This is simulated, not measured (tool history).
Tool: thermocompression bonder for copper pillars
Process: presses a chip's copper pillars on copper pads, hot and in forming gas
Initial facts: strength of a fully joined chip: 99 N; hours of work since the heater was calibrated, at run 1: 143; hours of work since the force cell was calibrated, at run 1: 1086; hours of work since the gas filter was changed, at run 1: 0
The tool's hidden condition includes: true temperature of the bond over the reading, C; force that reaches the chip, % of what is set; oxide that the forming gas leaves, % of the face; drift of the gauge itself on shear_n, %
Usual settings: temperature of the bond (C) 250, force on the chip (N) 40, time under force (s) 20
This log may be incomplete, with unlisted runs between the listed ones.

run   hour  temperature of the bond (C)  force on the chip (N)  time under force (s)  hours of work since the heater was calibrated  hours of work since the force cell was calibrated  hours of work since the gas filter was changed  force that shears a chip off (N)
  1    0.0                          250                     40                    20                                            143                                               1086                                               0                              46.7
  2   43.0                          250                     56                    20                                            164                                               1107                                              22                              57.7
  3   82.2                          250                     56                    20                                            184                                               1127                                              41                              56.4
  4  137.1                          250                     35                    20                                            211                                               1154                                              69                              41.2
  5  170.4                          264                     35                    20                                            228                                               1171                                              85                              51.7
  6  215.6                          250                     40                    21                                            251                                               1194                                             108                              45.9
  7  262.2                          235                     32                    12                                            274                                               1217                                             131                              23.3
  8  308.1                          235                     32                    12                                            297                                               1240                                             154                              23.5
  9  362.8                          235                     32                    12                                            324                                               1267                                             182                              22.7
 10  388.8                          251                     32                    20                                            337                                               1280                                             195                              39.0
 11  414.2                          251                     32                    20                                            350                                               1293                                             207                              39.0

Alternative continuations, all from the tool just after run 11; predict every row:
  A  446.4                          257                     29                    26                                            366                                               1309                                             223                                 ?
  B  446.4                          268                     33                    13                                            366                                               1309                                             223                                 ?
  C  446.4                          251                     53                    54                                            366                                               1309                                             223                                 ?
  D  446.4                          253                     25                    16                                            366                                               1309                                             223                                 ?

run  force that shears a chip off (N)
  A                              44.0
  B                              44.9
  C                              71.2
  D                              30.4
The same runs, with their run-to-run variation unchanged, on a tool lacking any hidden condition would have given:
run  force that shears a chip off (N)
  A                              43.5
  B                              44.5
  C                              72.0
  D                              29.8
